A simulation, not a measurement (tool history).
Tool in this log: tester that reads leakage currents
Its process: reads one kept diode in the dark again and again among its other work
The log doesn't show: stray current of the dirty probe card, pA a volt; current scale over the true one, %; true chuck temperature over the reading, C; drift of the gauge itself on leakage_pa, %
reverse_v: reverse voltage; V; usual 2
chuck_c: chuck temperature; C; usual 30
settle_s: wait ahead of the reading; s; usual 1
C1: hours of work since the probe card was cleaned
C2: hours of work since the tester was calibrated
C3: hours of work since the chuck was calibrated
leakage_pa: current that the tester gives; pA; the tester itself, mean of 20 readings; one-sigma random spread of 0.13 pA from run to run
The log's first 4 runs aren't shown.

Run 5, hour 651.7: usual settings but settle_s 0.33 s; C1 3280; C2 5426; C3 1916. Result: leakage_pa 44.12 pA.
Run 6, hour 775.8: usual settings but settle_s 0.33 s; C1 3359; C2 5504; C3 1995. Result: leakage_pa 44.33 pA.
Run 7, hour 1043.4: usual settings; C1 3529; C2 5675; C3 2166. Result: leakage_pa 43.37 pA.
At hour 1140.5: tester calibrated.
At hour 1203.2: chuck's temperature calibrated.
Run 8, hour 1317.3: usual settings; C1 3701; C2 111; C3 73. Result: leakage_pa 44.53 pA.
Run 9, hour 1454.5: usual settings but settle_s 0.52 s; C1 3788; C2 199; C3 160. Result: leakage_pa 44.99 pA.
Run 10, hour 1577.2: usual settings but chuck_c 58 C; C1 3866; C2 277; C3 238. Result: leakage_pa 299.1 pA.
At hour 1617.2: probe card cleaned and baked.
Run 11, hour 1837.1: usual settings but settle_s 0.51 s; C1 140; C2 440; C3 402. Result: leakage_pa 39.32 pA.
Run 12, hour 2102.8: usual settings; C1 309; C2 609; C3 571. Result: leakage_pa 39.02 pA.
Run 13, hour 2301.2: usual settings; C1 435; C2 736; C3 697. Result: leakage_pa 39.03 pA.
Run 14, hour 2554.4: usual settings; C1 597; C2 897; C3 858. Result: leakage_pa 39.17 pA.
Run 15, hour 2697.7: usual settings but reverse_v 3.01 V; C1 688; C2 988; C3 949. Result: leakage_pa 48.93 pA.
Run 16, hour 2858.8: usual settings; C1 790; C2 1091; C3 1052. Result: leakage_pa 39.1 pA.
Run 17, hour 3044.8: usual settings but reverse_v 9.58 V, settle_s 0.69 s; C1 909; C2 1209; C3 1170. Result: leakage_pa 96.04 pA.
Run 18, hour 3281.1: usual settings but reverse_v 9.58 V, settle_s 0.69 s; C1 1059; C2 1360; C3 1321. Result: leakage_pa 96.32 pA.
Run 19, hour 3497: usual settings but reverse_v 9.58 V, settle_s 0.69 s; C1 1197; C2 1497; C3 1458. Result: leakage_pa 97.32 pA.
Run 20, hour 3693.6: usual settings but reverse_v 15.65 V, chuck_c 58 C, settle_s 0.75 s; C1 1322; C2 1622; C3 1583. Result: leakage_pa 881.37 pA.
Run 21, hour 3826.3: usual settings but reverse_v 1.3 V, settle_s 0.89 s; C1 1406; C2 1707; C3 1668. Result: leakage_pa 31 pA.
Run 22, hour 4020.5: usual settings but reverse_v 18.27 V, chuck_c 29 C, settle_s 0.78 s; C1 1530; C2 1830; C3 1792. Result: leakage_pa 137.14 pA.

Run 23, settings as shown, results not yet in. Your forecast:
Run 23, hour 4187.2: usual settings but reverse_v 4.33 V, chuck_c 55 C; C1 1636; C2 1936; C3 1898. Result: leakage_pa ?.

{"run 23": {"leakage_pa": 358.66}}
Minus the tool's unlogged condition, the same run would have read leakage_pa 367.17 pA.
